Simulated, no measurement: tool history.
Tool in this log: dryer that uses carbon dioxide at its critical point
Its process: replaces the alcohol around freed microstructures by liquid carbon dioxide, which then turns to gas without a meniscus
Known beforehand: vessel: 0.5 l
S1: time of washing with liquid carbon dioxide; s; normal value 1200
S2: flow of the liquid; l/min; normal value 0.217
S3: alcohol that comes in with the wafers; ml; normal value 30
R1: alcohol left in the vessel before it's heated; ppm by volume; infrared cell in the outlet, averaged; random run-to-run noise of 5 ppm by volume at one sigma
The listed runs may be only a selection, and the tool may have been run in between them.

run 1 day=0.000 | S1=1200 S2=0.217 S3=30 | R1=134
run 2 day=0.529 | S1=1200 S2=0.217 S3=30 | R1=151
run 3 day=1.033 | S1=1200 S2=0.308 S3=30 | R1=88
run 4 day=1.725 | S1=1140 S2=0.217 S3=30 | R1=178
run 5 day=2.500 | S1=1140 S2=0.217 S3=30 | R1=184
run 6 day=3.188 | S1=1140 S2=0.217 S3=30 | R1=190
run 7 day=3.962 | S1=1320 S2=0.172 S3=30 | R1=296
run 8 day=4.338 | S1=1200 S2=0.250 S3=65 | R1=142

Forecast run 9:
run 9 day=5.046 | S1=1380 S2=0.267 S3=41 | R1=?

Logged for run 9: R1 92 ppm by volume.
If the tool had no hidden condition, the same run with the same run-to-run variation would have returned R1 0 ppm by volume.
